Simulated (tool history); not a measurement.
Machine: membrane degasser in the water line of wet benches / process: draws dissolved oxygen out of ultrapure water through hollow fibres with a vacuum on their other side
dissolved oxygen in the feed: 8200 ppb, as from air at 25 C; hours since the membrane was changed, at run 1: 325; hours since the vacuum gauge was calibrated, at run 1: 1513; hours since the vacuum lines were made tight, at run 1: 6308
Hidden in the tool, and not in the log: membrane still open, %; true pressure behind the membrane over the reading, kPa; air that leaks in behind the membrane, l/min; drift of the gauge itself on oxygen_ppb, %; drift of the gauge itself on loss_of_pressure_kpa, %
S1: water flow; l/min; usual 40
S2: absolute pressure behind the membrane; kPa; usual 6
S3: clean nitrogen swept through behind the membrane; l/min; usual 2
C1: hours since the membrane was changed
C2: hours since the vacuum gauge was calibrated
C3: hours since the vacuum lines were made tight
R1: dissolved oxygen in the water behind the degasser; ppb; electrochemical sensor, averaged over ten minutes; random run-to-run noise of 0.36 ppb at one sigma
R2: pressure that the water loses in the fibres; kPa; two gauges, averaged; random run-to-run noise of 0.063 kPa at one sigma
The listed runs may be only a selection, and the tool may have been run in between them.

| run | day | S1 | S2 | S3 | C1 | C2 | C3 | R1 | R2 |
|---|---|---|---|---|---|---|---|---|---|
| 1 | 0 | 40 | 6 | 2 | 325 | 1513 | 6308 | 128.1 | 25.68 |
| 2 | 9.008 | 40 | 6 | 2 | 541 | 1729 | 6524 | 129.1 | 25.72 |
| 3 | 14.525 | 40 | 6 | 2 | 673 | 1862 | 6657 | 129.1 | 25.68 |
| 4 | 19.667 | 40 | 6 | 2 | 797 | 1985 | 6780 | 129.1 | 25.72 |
| 5 | 25.238 | 40 | 6 | 2 | 931 | 2119 | 6914 | 129.4 | 25.73 |
| 6 | 30.454 | 40 | 6 | 2 | 1056 | 2244 | 7039 | 129.5 | 25.7 |
| 7 | 38.983 | 40 | 6 | 2 | 1261 | 2449 | 7244 | 129.3 | 25.69 |
| 8 | 45.9 | 40 | 6 | 2 | 1427 | 2615 | 7410 | 129.6 | 25.86 |
| 9 | 54.388 | 40 | 4.57 | 2 | 1630 | 2819 | 7613 | 67.8 | 25.8 |
| 10 | 60.571 | 40 | 4.57 | 2 | 1779 | 2967 | 7762 | 67.9 | 25.75 |
| 11 | 66.258 | 40 | 6 | 2 | 1915 | 3103 | 7898 | 130.8 | 25.67 |
| 12 | 74.896 | 40 | 6 | 2 | 2122 | 3311 | 8106 | 131.5 | 25.77 |
| 13 | 80.138 | 40 | 6 | 2 | 2248 | 3437 | 8231 | 131 | 25.79 |
| 14 | 84.908 | 40 | 6 | 2 | 2363 | 3551 | 8346 | 130.6 | 25.84 |
| 15 | 93.95 | 40 | 6 | 2 | 2580 | 3768 | 8563 | 130.5 | 25.77 |
| 16 | 98.85 | 40 | 6 | 2 | 2697 | 3886 | 8681 | 131.7 | 25.77 |
| 17 | 105.025 | 59 | 13.45 | 2 | 2845 | 4034 | 8829 | 622.6 | 37.99 |
| 18 | 109.258 | 33 | 14.25 | 1.63 | 2947 | 4135 | 8930 | 479.6 | 21.26 |
| 19 | 118.408 | 62 | 7.81 | 0.95 | 3167 | 4355 | 9150 | 546.4 | 39.98 |

Run 20 is up next; what results do you expect?
| 20 | 125.538 | 62 | 7.81 | 0.95 | 3338 | 4526 | 9321 | ? | ? |

For run 20 the tool returned R1 545.7 ppb, R2 40.02 kPa.
Minus the tool's unlogged condition, the same run would have read R1 530 ppb, R2 39.72 kPa.
